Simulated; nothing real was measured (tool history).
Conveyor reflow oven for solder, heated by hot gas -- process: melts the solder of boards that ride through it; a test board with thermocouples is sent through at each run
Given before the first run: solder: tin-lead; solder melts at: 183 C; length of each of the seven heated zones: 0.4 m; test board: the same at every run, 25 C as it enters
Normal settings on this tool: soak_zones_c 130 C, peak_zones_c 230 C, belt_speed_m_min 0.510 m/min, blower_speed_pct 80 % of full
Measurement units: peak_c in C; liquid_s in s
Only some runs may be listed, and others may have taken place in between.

Run 1, day 0.000: usual settings. Result: peak_c 210.7 C, liquid_s 61.2 s.
Run 2, day 2.488: usual settings but soak_zones_c 142 C. Result: peak_c 212.5 C, liquid_s 68.4 s.
Run 3, day 4.367: usual settings but blower_speed_pct 68 % of full. Result: peak_c 207.9 C, liquid_s 57.1 s.
At day 4.912: flux residue cleaned out of gas plates and filters.
Run 4, day 7.342: usual settings but blower_speed_pct 65 % of full. Result: peak_c 207.6 C, liquid_s 56.5 s.
Run 5, day 9.792: usual settings but blower_speed_pct 65 % of full. Result: peak_c 207.7 C, liquid_s 56.5 s.
Run 6, day 11.567: usual settings. Result: peak_c 210.2 C, liquid_s 61.3 s.
Run 7, day 14.817: usual settings. Result: peak_c 210.0 C, liquid_s 60.9 s.
At day 15.229: flux residue cleaned out of gas plates and filters.
Run 8, day 17.396: usual settings. Result: peak_c 210.9 C, liquid_s 62.1 s.
Run 9, day 19.625: usual settings. Result: peak_c 210.6 C, liquid_s 61.8 s.
Run 10, day 21.262: usual settings. Result: peak_c 210.4 C, liquid_s 62.0 s.
Run 11, day 24.129: usual settings. Result: peak_c 210.2 C, liquid_s 61.5 s.
At day 25.446: flux residue cleaned out of gas plates and filters.
Run 12, day 26.196: usual settings. Result: peak_c 210.8 C, liquid_s 62.3 s.
Run 13, day 27.862: usual settings. Result: peak_c 210.7 C, liquid_s 62.3 s.
Run 14, day 30.233: usual settings. Result: peak_c 210.6 C, liquid_s 62.1 s.
At day 30.600: belt drive overhauled, speed set with a stopwatch.
Run 15, day 33.617: usual settings. Result: peak_c 210.6 C, liquid_s 62.5 s.
At day 35.983: flux residue cleaned out of gas plates and filters.
Run 16, day 36.417: usual settings but soak_zones_c 143 C. Result: peak_c 213.5 C, liquid_s 72.8 s.
Run 17, day 38.192: usual settings but peak_zones_c 240 C. Result: peak_c 219.8 C, liquid_s 72.9 s.
Run 18, day 40.317: usual settings but soak_zones_c 135 C, belt_speed_m_min 0.527 m/min. Result: peak_c 210.8 C, liquid_s 63.5 s.
Run 19, day 42.996: usual settings but blower_speed_pct 68 % of full. Result: peak_c 208.6 C, liquid_s 59.8 s.
At day 43.942: belt drive overhauled, speed set with a stopwatch, once more.
Run 20, day 45.642: usual settings but peak_zones_c 225 C, blower_speed_pct 74 % of full. Result: peak_c 203.5 C, liquid_s 49.6 s.
At day 46.317: flux residue cleaned out of gas plates and filters.
Run 21, day 47.383: usual settings but peak_zones_c 225 C, blower_speed_pct 52 % of full. Result: peak_c 198.4 C, liquid_s 40.0 s.
At day 50.262: thermocouples of zones 6 and 7 changed.
Run 22, day 50.396: usual settings but peak_zones_c 225 C, blower_speed_pct 52 % of full. Result: peak_c 199.9 C, liquid_s 42.6 s.
Run 23, day 52.412: usual settings but peak_zones_c 225 C, blower_speed_pct 52 % of full. Result: peak_c 200.1 C, liquid_s 42.3 s.
Run 24, day 54.038: usual settings but peak_zones_c 239 C, belt_speed_m_min 0.574 m/min, blower_speed_pct 59 % of full. Result: peak_c 208.0 C, liquid_s 47.8 s.
At day 56.725: flux residue cleaned out of gas plates and filters.
Run 25, day 57.604: usual settings but peak_zones_c 239 C, belt_speed_m_min 0.574 m/min, blower_speed_pct 59 % of full. Result: peak_c 208.6 C, liquid_s 49.3 s.
Run 26, day 59.821: usual settings but soak_zones_c 123 C, peak_zones_c 239 C, belt_speed_m_min 0.436 m/min, blower_speed_pct 72 % of full. Result: peak_c 221.5 C, liquid_s 81.8 s.
Run 27, day 61.967: usual settings but soak_zones_c 123 C, peak_zones_c 239 C, belt_speed_m_min 0.436 m/min, blower_speed_pct 72 % of full. Result: peak_c 221.4 C, liquid_s 81.4 s.
Run 28, day 64.108: usual settings but soak_zones_c 143 C, peak_zones_c 239 C, blower_speed_pct 72 % of full. Result: peak_c 219.5 C, liquid_s 74.5 s.
At day 67.071: flux residue cleaned out of gas plates and filters.
Run 29, day 67.129: usual settings but soak_zones_c 139 C, peak_zones_c 239 C, belt_speed_m_min 0.415 m/min, blower_speed_pct 72 % of full. Result: peak_c 225.4 C, liquid_s 97.4 s.

What if the next run were any one of these 3? Each begins from the tool's condition after run 29:
Run A, day 70.212: usual settings but soak_zones_c 140 C, peak_zones_c 234 C, blower_speed_pct 64 % of full. Result: peak_c ?, liquid_s ?.
Run B, day 70.212: usual settings but peak_zones_c 235 C, blower_speed_pct 74 % of full. Result: peak_c ?, liquid_s ?.
Run C, day 70.212: usual settings but soak_zones_c 139 C, peak_zones_c 239 C, belt_speed_m_min 0.606 m/min, blower_speed_pct 72 % of full. Result: peak_c ?, liquid_s ?.

run  peak_c  liquid_s
  A   212.9      66.3
  B   213.8      63.7
  C   211.7      53.5
With no hidden state in the tool, these same runs would have given:
run  peak_c  liquid_s
  A   213.3      65.9
  B   214.3      63.4
  C   212.2      53.3
